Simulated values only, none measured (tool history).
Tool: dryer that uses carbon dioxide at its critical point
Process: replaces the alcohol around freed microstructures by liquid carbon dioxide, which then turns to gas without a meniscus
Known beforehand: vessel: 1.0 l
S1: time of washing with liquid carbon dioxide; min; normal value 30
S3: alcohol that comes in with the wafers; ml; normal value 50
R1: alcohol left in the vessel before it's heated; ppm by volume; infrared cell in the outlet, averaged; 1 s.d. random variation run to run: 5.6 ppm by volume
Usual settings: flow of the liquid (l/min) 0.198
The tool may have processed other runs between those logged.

{"run": 1, "hour": 0.0, "S1": 30, "flow of the liquid (l/min)": 0.198, "S3": 50, "R1": 240}
{"run": 2, "hour": 6.8, "S1": 30, "flow of the liquid (l/min)": 0.198, "S3": 50, "R1": 237}
{"run": 3, "hour": 15.4, "S1": 30, "flow of the liquid (l/min)": 0.198, "S3": 50, "R1": 243}
{"run": 4, "hour": 25.5, "S1": 30, "flow of the liquid (l/min)": 0.198, "S3": 50, "R1": 250}
{"run": 5, "hour": 32.3, "S1": 30, "flow of the liquid (l/min)": 0.198, "S3": 50, "R1": 246}
{"run": 6, "hour": 39.9, "S1": 30, "flow of the liquid (l/min)": 0.198, "S3": 50, "R1": 244}
{"run": 7, "hour": 47.8, "S1": 30, "flow of the liquid (l/min)": 0.198, "S3": 50, "R1": 248}
{"run": 8, "hour": 56.1, "S1": 33, "flow of the liquid (l/min)": 0.198, "S3": 50, "R1": 156}
{"run": 9, "hour": 67.5, "S1": 33, "flow of the liquid (l/min)": 0.198, "S3": 50, "R1": 157}
{"run": 10, "hour": 77.0, "S1": 30, "flow of the liquid (l/min)": 0.198, "S3": 50, "R1": 259}
{"run": 11, "hour": 87.2, "S1": 30, "flow of the liquid (l/min)": 0.198, "S3": 50, "R1": 267}
{"run": 12, "hour": 98.9, "S1": 30, "flow of the liquid (l/min)": 0.198, "S3": 50, "R1": 268}
{"run": 13, "hour": 113.2, "S1": 30, "flow of the liquid (l/min)": 0.198, "S3": 50, "R1": 286}
{"run": 14, "hour": 123.7, "S1": 30, "flow of the liquid (l/min)": 0.198, "S3": 50, "R1": 277}
{"run": 15, "hour": 133.1, "S1": 30, "flow of the liquid (l/min)": 0.198, "S3": 50, "R1": 294}
{"run": 16, "hour": 146.4, "S1": 46, "flow of the liquid (l/min)": 0.198, "S3": 50, "R1": 38}
{"run": 17, "hour": 158.2, "S1": 46, "flow of the liquid (l/min)": 0.281, "S3": 50, "R1": 25}
{"run": 18, "hour": 169.4, "S1": 46, "flow of the liquid (l/min)": 0.281, "S3": 50, "R1": 13}
{"run": 19, "hour": 181.7, "S1": 46, "flow of the liquid (l/min)": 0.281, "S3": 50, "R1": 19}
{"run": 20, "hour": 193.6, "S1": 46, "flow of the liquid (l/min)": 0.281, "S3": 50, "R1": 12}
{"run": 21, "hour": 199.3, "S1": 30, "flow of the liquid (l/min)": 0.198, "S3": 50, "R1": 309}
{"run": 22, "hour": 206.3, "S1": 26, "flow of the liquid (l/min)": 0.198, "S3": 50, "R1": 623}
{"run": 23, "hour": 212.2, "S1": 35, "flow of the liquid (l/min)": 0.198, "S3": 91, "R1": 252}
{"run": 24, "hour": 224.2, "S1": 42, "flow of the liquid (l/min)": 0.198, "S3": 91, "R1": 88}
{"run": 25, "hour": 231.1, "S1": 30, "flow of the liquid (l/min)": 0.198, "S3": 72, "R1": 463}
{"hour": 241.6, "done": "inlet filter changed"}
{"run": 26, "hour": 242.7, "S1": 30, "flow of the liquid (l/min)": 0.236, "S3": 37, "R1": 62}
{"run": 27, "hour": 249.5, "S1": 27, "flow of the liquid (l/min)": 0.281, "S3": 22, "R1": 37}
{"run": 28, "hour": 257.6, "S1": 38, "flow of the liquid (l/min)": 0.212, "S3": 39, "R1": 38}
{"run": 29, "hour": 270.8, "S1": 33, "flow of the liquid (l/min)": 0.308, "S3": 40, "R1": 25}
{"run": 30, "hour": 277.2, "S1": 30, "flow of the liquid (l/min)": 0.246, "S3": 101, "R1": 114}
{"run": 31, "hour": 291.4, "S1": 20, "flow of the liquid (l/min)": 0.151, "S3": 66, "R1": 3427}
{"run": 32, "hour": 303.9, "S1": 47, "flow of the liquid (l/min)": 0.175, "S3": 70, "R1": 50}
{"run": 33, "hour": 317.8, "S1": 25, "flow of the liquid (l/min)": 0.175, "S3": 20, "R1": 334}
{"run": 34, "hour": 330.7, "S1": 32, "flow of the liquid (l/min)": 0.302, "S3": 57, "R1": 28}
{"run": 35, "hour": 337.4, "S1": 31, "flow of the liquid (l/min)": 0.198, "S3": 92, "R1": 298}
{"run": 36, "hour": 345.9, "S1": 46, "flow of the liquid (l/min)": 0.214, "S3": 80, "R1": 37}
{"run": 37, "hour": 359.9, "S1": 30, "flow of the liquid (l/min)": 0.198, "S3": 29, "R1": 136}
{"run": 38, "hour": 370.8, "S1": 28, "flow of the liquid (l/min)": 0.204, "S3": 50, "R1": 258}
{"run": 39, "hour": 380.7, "S1": 28, "flow of the liquid (l/min)": 0.204, "S3": 50, "R1": 262}
{"run": 40, "hour": 390.0, "S1": 30, "flow of the liquid (l/min)": 0.135, "S3": 37, "R1": 792}
{"run": 41, "hour": 401.3, "S1": 30, "flow of the liquid (l/min)": 0.135, "S3": 37, "R1": 815}
{"run": 42, "hour": 415.7, "S1": 42, "flow of the liquid (l/min)": 0.25, "S3": 100, "R1": 29}
{"run": 43, "hour": 428.0, "S1": 30, "flow of the liquid (l/min)": 0.198, "S3": 102, "R1": 453}

4 options for the next run, each taken on its own from the tool as it stands now. Forecast them:
{"run": "A", "hour": 434.8, "S1": 36, "flow of the liquid (l/min)": 0.198, "S3": 23, "R1": "?"}
{"run": "B", "hour": 434.8, "S1": 35, "flow of the liquid (l/min)": 0.198, "S3": 45, "R1": "?"}
{"run": "C", "hour": 434.8, "S1": 30, "flow of the liquid (l/min)": 0.286, "S3": 21, "R1": "?"}
{"run": "D", "hour": 434.8, "S1": 25, "flow of the liquid (l/min)": 0.314, "S3": 26, "R1": "?"}

run=A R1=59
run=B R1=103
run=C R1=27
run=D R1=45
What these runs would have given with no unlogged condition in the tool:
run=A R1=29
run=B R1=62
run=C R1=4
run=D R1=17
